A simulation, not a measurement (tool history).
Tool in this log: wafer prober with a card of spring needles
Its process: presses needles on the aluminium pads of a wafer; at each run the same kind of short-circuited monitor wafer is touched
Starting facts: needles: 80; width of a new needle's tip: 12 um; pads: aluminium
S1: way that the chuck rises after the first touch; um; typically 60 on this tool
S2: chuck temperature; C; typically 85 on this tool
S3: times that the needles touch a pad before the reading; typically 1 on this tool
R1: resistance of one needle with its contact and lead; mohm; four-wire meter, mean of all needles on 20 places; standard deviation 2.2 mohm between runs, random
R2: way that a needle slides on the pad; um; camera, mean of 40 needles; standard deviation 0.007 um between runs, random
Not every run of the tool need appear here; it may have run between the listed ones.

run 1 hour=0.0 | S1=60 S2=85 S3=1 | R1=248 R2=9.071
-- hour=15.4 tips cleaned on abrasive film
run 2 hour=36.0 | S1=60 S2=85 S3=1 | R1=245 R2=9.078
-- hour=61.0 tips cleaned on abrasive film
run 3 hour=69.9 | S1=60 S2=32 S3=1 | R1=227 R2=9.082
run 4 hour=86.7 | S1=60 S2=85 S3=1 | R1=247 R2=9.084
-- hour=106.0 tips cleaned on abrasive film
run 5 hour=114.6 | S1=60 S2=85 S3=1 | R1=243 R2=9.104
run 6 hour=137.6 | S1=60 S2=85 S3=1 | R1=249 R2=9.093
-- hour=151.5 tips cleaned on abrasive film
run 7 hour=174.7 | S1=60 S2=85 S3=1 | R1=245 R2=9.128
-- hour=197.0 tips cleaned on abrasive film
run 8 hour=211.2 | S1=60 S2=85 S3=1 | R1=245 R2=9.122
run 9 hour=234.7 | S1=60 S2=85 S3=1 | R1=248 R2=9.127
-- hour=242.9 tips cleaned on abrasive film
run 10 hour=271.8 | S1=60 S2=85 S3=1 | R1=247 R2=9.147
-- hour=288.5 tips cleaned on abrasive film
run 11 hour=298.0 | S1=60 S2=85 S3=1 | R1=246 R2=9.134
run 12 hour=315.7 | S1=60 S2=85 S3=1 | R1=247 R2=9.146
-- hour=333.8 tips cleaned on abrasive film
-- hour=336.2 height of the first contact set anew
run 13 hour=337.9 | S1=60 S2=85 S3=2 | R1=244 R2=9.144
run 14 hour=371.4 | S1=60 S2=85 S3=2 | R1=246 R2=9.167
-- hour=380.0 tips cleaned on abrasive film
run 15 hour=389.0 | S1=60 S2=85 S3=3 | R1=249 R2=9.171
run 16 hour=413.9 | S1=73 S2=36 S3=2 | R1=230 R2=11.156
-- hour=427.2 tips cleaned on abrasive film
run 17 hour=453.1 | S1=73 S2=36 S3=2 | R1=232 R2=11.155
-- hour=473.6 tips cleaned on abrasive film
run 18 hour=476.0 | S1=79 S2=36 S3=2 | R1=231 R2=12.074
run 19 hour=498.8 | S1=48 S2=85 S3=2 | R1=249 R2=7.346
-- hour=518.5 tips cleaned on abrasive film
run 20 hour=526.1 | S1=48 S2=85 S3=2 | R1=249 R2=7.344
run 21 hour=542.8 | S1=49 S2=85 S3=1 | R1=250 R2=7.499
-- hour=564.7 tips cleaned on abrasive film
run 22 hour=567.9 | S1=49 S2=85 S3=1 | R1=251 R2=7.510
run 23 hour=605.6 | S1=57 S2=73 S3=3 | R1=243 R2=8.734
-- hour=612.0 tips cleaned on abrasive film
run 24 hour=632.3 | S1=59 S2=61 S3=2 | R1=240 R2=9.063

Predict the results of run 25:
-- hour=658.5 tips cleaned on abrasive film
run 25 hour=668.3 | S1=59 S2=61 S3=2 | R1=? R2=?

Run 25 yielded R1 242 mohm, R2 9.065 um.
Take away the tool's hidden state, keep the run-to-run variation as it was, and the same run would have given R1 241 mohm, R2 8.919 um.
